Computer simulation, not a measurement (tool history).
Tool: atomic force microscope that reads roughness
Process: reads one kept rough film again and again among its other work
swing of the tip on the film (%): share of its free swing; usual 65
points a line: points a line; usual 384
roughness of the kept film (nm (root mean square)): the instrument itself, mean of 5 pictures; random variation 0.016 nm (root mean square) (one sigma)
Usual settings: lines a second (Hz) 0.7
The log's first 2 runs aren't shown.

run   hour  lines a second (Hz)  swing of the tip on the film (%)  points a line  roughness of the kept film (nm (root mean square))
  3   24.1                  0.7                                65            384                                               3.495
  4   30.2                  0.7                                65            384                                                3.52
  5   38.4                1.588                                65            384                                               3.367
      44.2  -- new tip fitted
  6   49.1                1.588                                65            384                                                3.73
  7   58.4                1.588                                65            384                                               3.718
  8   65.3                1.588                                65            384                                                3.65
  9   72.8                 3.82                                65            384                                               3.374
 10   79.2                 3.82                                65            384                                               3.382
 11   92.1                2.061                                65            384                                               3.541
 12  104.2                2.061                                65            384                                               3.537
 13  114.6                2.061                                65            384                                               3.531
 14  128.8                  0.7                                65            384                                               3.681
 15  136.7                1.486                                65            384                                                3.58
 16  146.3                  0.7                                65            384                                               3.671
 17    154                  0.7                                65            384                                               3.648
 18  168.4                  0.7                                65            384                                               3.602
 19  176.2                  0.7                                65            384                                               3.592
 20  185.2                  0.7                                65            384                                               3.567
 21  194.5                  0.7                                65            384                                               3.545

Run 22 comes next. What will it give?
 22  208.3                  0.7                                65            384                                                   ?

Run 22 gave roughness of the kept film (nm (root mean square)) 3.512.
Without the tool's hidden state the same run would have given roughness of the kept film (nm (root mean square)) 3.839.

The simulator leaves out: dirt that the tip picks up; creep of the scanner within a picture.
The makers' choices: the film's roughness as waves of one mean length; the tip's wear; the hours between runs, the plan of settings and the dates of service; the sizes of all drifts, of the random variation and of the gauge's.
